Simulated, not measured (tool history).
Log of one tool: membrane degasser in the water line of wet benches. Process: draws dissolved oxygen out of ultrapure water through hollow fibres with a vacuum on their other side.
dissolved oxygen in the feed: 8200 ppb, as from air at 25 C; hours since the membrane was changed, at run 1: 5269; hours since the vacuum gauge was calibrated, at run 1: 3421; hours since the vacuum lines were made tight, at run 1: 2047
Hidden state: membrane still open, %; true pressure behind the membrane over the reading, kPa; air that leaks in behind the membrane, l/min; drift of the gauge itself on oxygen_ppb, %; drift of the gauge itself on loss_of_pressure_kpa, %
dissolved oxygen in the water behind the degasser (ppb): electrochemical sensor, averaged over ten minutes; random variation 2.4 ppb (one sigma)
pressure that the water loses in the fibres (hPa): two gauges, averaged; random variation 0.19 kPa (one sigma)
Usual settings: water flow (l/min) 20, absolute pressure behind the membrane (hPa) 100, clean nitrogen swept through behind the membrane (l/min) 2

run	day	water flow (l/min)	absolute pressure behind the membrane (hPa)	clean nitrogen swept through behind the membrane (l/min)	hours since the membrane was changed	hours since the vacuum gauge was calibrated	hours since the vacuum lines were made tight	dissolved oxygen in the water behind the degasser (ppb)	pressure that the water loses in the fibres (hPa)
1	0	20	100	2	5269	3421	2047	251.6	379.6
2	3.404	20	100	3.1	5351	3503	2129	199	381.3
3	6.117	20	87	2	5416	3568	2194	220.3	379.3
4	12.104	20	87	2	5560	3712	2338	222.7	383.2
5	15.162	20	100	1.1	5633	3785	2411	362.2	383.1
6	18.067	20	100	1	5703	3855	2481	387.5	383.3
7	23.838	20	100	1	5841	3993	2619	388.2	382.5
8	27.417	20	100	1	5927	4079	2705	393.3	383
9	33.871	20	85	0.96	6082	4234	2860	336.7	383.2
10	38.442	17	98	2.41	6192	4344	2970	166.9	323.3
11	43.95	17	98	2.41	6324	4476	3102	169.9	323.2
12	48.35	28	100	2.46	6430	4582	3208	423.8	531.2
13	53.008	22	185	3.08	6542	4694	3320	378	421.6
14	56.583	22	185	0.94	6627	4779	3405	843.8	422
15	61.158	15	64	3.77	6737	4889	3515	69.7	290.1

Forecast each of these 3 alternatives for the next run:
A	64.017	19	201	3.77	6806	4958	3584	?	?
B	64.017	16	100	2	6806	4958	3584	?	?
C	64.017	19	65	1.89	6806	4958	3584	?	?

run	dissolved oxygen in the water behind the degasser (ppb)	pressure that the water loses in the fibres (hPa)
A	288.3	365.7
B	177.7	305.8
C	160.3	367.4
Without the tool's hidden state the same runs would have given:
run	dissolved oxygen in the water behind the degasser (ppb)	pressure that the water loses in the fibres (hPa)
A	272.8	352
B	167.3	294.3
C	145.3	353.7
